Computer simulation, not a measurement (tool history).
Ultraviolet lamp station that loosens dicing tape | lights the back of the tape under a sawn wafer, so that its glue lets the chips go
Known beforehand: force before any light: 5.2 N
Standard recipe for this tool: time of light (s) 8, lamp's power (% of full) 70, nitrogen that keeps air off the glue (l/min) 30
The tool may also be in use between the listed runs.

run	hour	time of light (s)	lamp's power (% of full)	nitrogen that keeps air off the glue (l/min)	force that peels the tape off (N)	light that reached the tape (mJ/cm2)
1	0.0	8	70	30	0.510	384
2	11.5	8	70	30	0.531	378
3	19.8	8	70	30	0.529	375
4	27.5	8	70	30	0.543	373
5	39.2	8	70	30	0.530	374
6	49.3	8	70	30	0.526	372
7	57.1	8	70	10	1.169	365
8	65.8	8	85	10	0.895	440
9	75.7	8	85	10	0.921	441
10	84.2	8	70	30	0.549	367
11	94.2	8	70	30	0.566	359
12	103.6	8	70	30	0.590	362
13	111.3	8	70	30	0.591	363
14	119.3	8	70	30	0.581	358
15	130.2	8	70	30	0.597	359
16	137.6	8	70	30	0.599	360
17	143.3	8	70	30	0.587	354
18	154.5	8	70	30	0.613	350
19	163.6	8	70	30	0.609	343
20	174.8	8	67	30	0.670	337
21	185.1	7	67	30	0.845	293
22	192.5	8	70	30	0.627	348

Run 23 is up next; what results do you expect?
23	197.7	6	92	56	?	?

Run 23 gave force that peels the tape off (N) 0.416, light that reached the tape (mJ/cm2) 339.
Had the tool carried no hidden state, the very same run would have given force that peels the tape off (N) 0.290, light that reached the tape (mJ/cm2) 413.

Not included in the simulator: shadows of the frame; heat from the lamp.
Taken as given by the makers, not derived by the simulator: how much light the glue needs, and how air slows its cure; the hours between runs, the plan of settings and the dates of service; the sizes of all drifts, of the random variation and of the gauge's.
